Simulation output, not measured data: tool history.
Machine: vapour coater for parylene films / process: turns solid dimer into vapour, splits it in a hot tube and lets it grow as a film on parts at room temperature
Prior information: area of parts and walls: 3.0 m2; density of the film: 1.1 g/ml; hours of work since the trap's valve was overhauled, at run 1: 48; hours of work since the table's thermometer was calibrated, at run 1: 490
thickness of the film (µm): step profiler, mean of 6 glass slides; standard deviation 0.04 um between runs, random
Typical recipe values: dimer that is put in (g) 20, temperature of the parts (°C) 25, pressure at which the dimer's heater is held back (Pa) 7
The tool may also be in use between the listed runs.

run	hour	dimer that is put in (g)	temperature of the parts (°C)	pressure at which the dimer's heater is held back (Pa)	hours of work since the trap's valve was overhauled	hours of work since the table's thermometer was calibrated	thickness of the film (µm)
1	0	20	25	7	48	490	4.09
2	24.6	20	25	7	60	501	4.05
3	48.3	20	25	7	71	513	4.07
4	74.6	20	25	7	83	525	4.02
5	89.7	20	25	7	90	532	3.99
6	109.6	20	25	7	100	541	3.96
7	130.7	20	25	7	109	551	3.86
8	149.6	20	25	7	118	560	3.91
9	161.3	20	28	7	124	565	3.42
10	184.2	20	25	2.08	134	576	5.18
11	198.7	20	25	7	141	583	3.9
12	217.1	35	25	7	150	591	6.83
13	239.5	12	25	7	160	602	2.27
14	252.8	20	25	7	167	608	3.81
15	272.5	20	25	10.02	176	617	3.5
16	293.5	20	25	7	186	627	3.78
17	315.3	20	25	7	196	637	3.74
18	329.1	11	19	4.02	202	644	2.86
19	354	11	29	4.02	214	655	1.95
20	379.9	11	29	4.02	226	668	1.95
21	402.3	34	28	10.08	236	678	4.83
# hour 430.6: trap's valve overhauled
22	430.7	30	25	4.91	0	689	6.74
23	447.2	20	21	7	8	697	5.05

For run 24, what comes out?
24	461.6	20	21	7	15	704	?

{"run 24": {"thickness of the film (µm)": 5.04}}
With the hidden condition absent and the run-to-run variation left alone, this run would have shown thickness of the film (µm) 5.18.
